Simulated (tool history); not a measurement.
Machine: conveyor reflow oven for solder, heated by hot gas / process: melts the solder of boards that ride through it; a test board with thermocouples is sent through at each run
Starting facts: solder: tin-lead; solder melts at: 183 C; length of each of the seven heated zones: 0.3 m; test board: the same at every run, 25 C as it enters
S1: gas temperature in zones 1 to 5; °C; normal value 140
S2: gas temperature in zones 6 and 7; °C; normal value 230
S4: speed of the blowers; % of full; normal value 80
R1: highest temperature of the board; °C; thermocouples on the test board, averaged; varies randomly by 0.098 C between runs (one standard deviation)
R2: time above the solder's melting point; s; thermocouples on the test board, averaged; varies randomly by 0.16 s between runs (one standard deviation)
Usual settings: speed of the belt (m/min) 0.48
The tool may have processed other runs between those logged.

{"run": 1, "hour": 0.0, "S1": 140, "S2": 230, "speed of the belt (m/min)": 0.48, "S4": 80, "R1": 217.39, "R2": 59.2}
{"run": 2, "hour": 42.1, "S1": 140, "S2": 230, "speed of the belt (m/min)": 0.48, "S4": 57, "R1": 211.93, "R2": 53.8}
{"run": 3, "hour": 78.3, "S1": 140, "S2": 230, "speed of the belt (m/min)": 0.48, "S4": 57, "R1": 212.12, "R2": 53.8}
{"run": 4, "hour": 140.2, "S1": 140, "S2": 230, "speed of the belt (m/min)": 0.48, "S4": 57, "R1": 211.73, "R2": 53.6}
{"hour": 167.0, "done": "flux residue cleaned out of gas plates and filters"}
{"run": 5, "hour": 184.7, "S1": 140, "S2": 230, "speed of the belt (m/min)": 0.48, "S4": 80, "R1": 217.14, "R2": 59.2}
{"run": 6, "hour": 240.4, "S1": 140, "S2": 230, "speed of the belt (m/min)": 0.48, "S4": 80, "R1": 217.09, "R2": 59.4}
{"run": 7, "hour": 272.8, "S1": 140, "S2": 230, "speed of the belt (m/min)": 0.48, "S4": 80, "R1": 217.04, "R2": 59.4}
{"run": 8, "hour": 343.5, "S1": 140, "S2": 230, "speed of the belt (m/min)": 0.48, "S4": 73, "R1": 215.45, "R2": 58}
{"hour": 406.5, "done": "flux residue cleaned out of gas plates and filters"}
{"run": 9, "hour": 415.6, "S1": 125, "S2": 230, "speed of the belt (m/min)": 0.48, "S4": 80, "R1": 215.14, "R2": 53.2}
{"run": 10, "hour": 468.4, "S1": 125, "S2": 230, "speed of the belt (m/min)": 0.48, "S4": 80, "R1": 214.86, "R2": 52.9}
{"hour": 484.3, "done": "belt drive overhauled, speed set with a stopwatch"}
{"run": 11, "hour": 538.4, "S1": 125, "S2": 230, "speed of the belt (m/min)": 0.48, "S4": 80, "R1": 213.81, "R2": 50.2}
{"run": 12, "hour": 585.0, "S1": 140, "S2": 230, "speed of the belt (m/min)": 0.48, "S4": 80, "R1": 216.04, "R2": 56.7}

Run 13 comes next. What will it give?
{"hour": 648.4, "done": "flux residue cleaned out of gas plates and filters"}
{"run": 13, "hour": 650.7, "S1": 153, "S2": 227, "speed of the belt (m/min)": 0.48, "S4": 80, "R1": "?", "R2": "?"}

Run 13 yielded R1 215.44 °C, R2 61.6 s.
With no hidden state in the tool, this same run would have given R1 216.42 °C, R2 62.2 s.
